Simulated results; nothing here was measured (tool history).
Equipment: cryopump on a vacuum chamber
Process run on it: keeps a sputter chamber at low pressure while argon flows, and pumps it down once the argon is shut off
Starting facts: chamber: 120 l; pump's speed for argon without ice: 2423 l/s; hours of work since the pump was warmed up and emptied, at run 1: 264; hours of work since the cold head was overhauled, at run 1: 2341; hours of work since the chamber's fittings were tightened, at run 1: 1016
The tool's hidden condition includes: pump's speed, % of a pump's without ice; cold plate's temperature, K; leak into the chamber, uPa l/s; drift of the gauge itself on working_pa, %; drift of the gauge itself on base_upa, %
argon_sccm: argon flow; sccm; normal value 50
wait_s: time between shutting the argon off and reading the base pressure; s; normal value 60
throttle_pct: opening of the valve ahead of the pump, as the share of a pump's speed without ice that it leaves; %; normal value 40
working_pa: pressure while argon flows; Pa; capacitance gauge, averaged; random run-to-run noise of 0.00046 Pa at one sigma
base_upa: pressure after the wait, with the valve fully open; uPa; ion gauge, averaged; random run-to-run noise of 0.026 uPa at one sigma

| run | hour | argon_sccm | wait_s | throttle_pct | hours of work since the pump was warmed up and emptied | hours of work since the cold head was overhauled | hours of work since the chamber's fittings were tightened | working_pa | base_upa |
|---|---|---|---|---|---|---|---|---|---|
| 1 | 0 | 50 | 60 | 40 | 264 | 2341 | 1016 | 0.0922 | 1.98 |
| 2 | 49.9 | 50 | 60 | 40 | 304 | 2381 | 1056 | 0.0923 | 2.01 |
| 3 | 124.2 | 50 | 60 | 19 | 364 | 2441 | 1116 | 0.1908 | 2.11 |
| 4 | 184.8 | 97 | 60 | 40 | 413 | 2490 | 1165 | 0.1832 | 2.16 |
|  | 247.3 | pump warmed up, emptied and cooled again |
| 5 | 252.7 | 50 | 60 | 40 | 4 | 2541 | 1215 | 0.0884 | 2 |
| 6 | 327.9 | 28 | 60 | 40 | 65 | 2601 | 1276 | 0.0499 | 2.15 |
| 7 | 361.7 | 28 | 60 | 40 | 92 | 2628 | 1303 | 0.0497 | 2.06 |
| 8 | 424.2 | 55 | 30 | 22 | 142 | 2679 | 1353 | 0.178 | 3.35 |
| 9 | 484.3 | 85 | 60 | 40 | 191 | 2727 | 1402 | 0.1544 | 2.26 |

For run 10, what comes out?
| 10 | 529.4 | 68 | 120 | 53 | 227 | 2763 | 1438 | ? | ? |

{"run 10": {"working_pa": 0.096, "base_upa": 1.9}}
Take away the tool's hidden state, keep the run-to-run variation as it was, and the same run would have given working_pa 0.0899 Pa, base_upa 0.64 uPa.
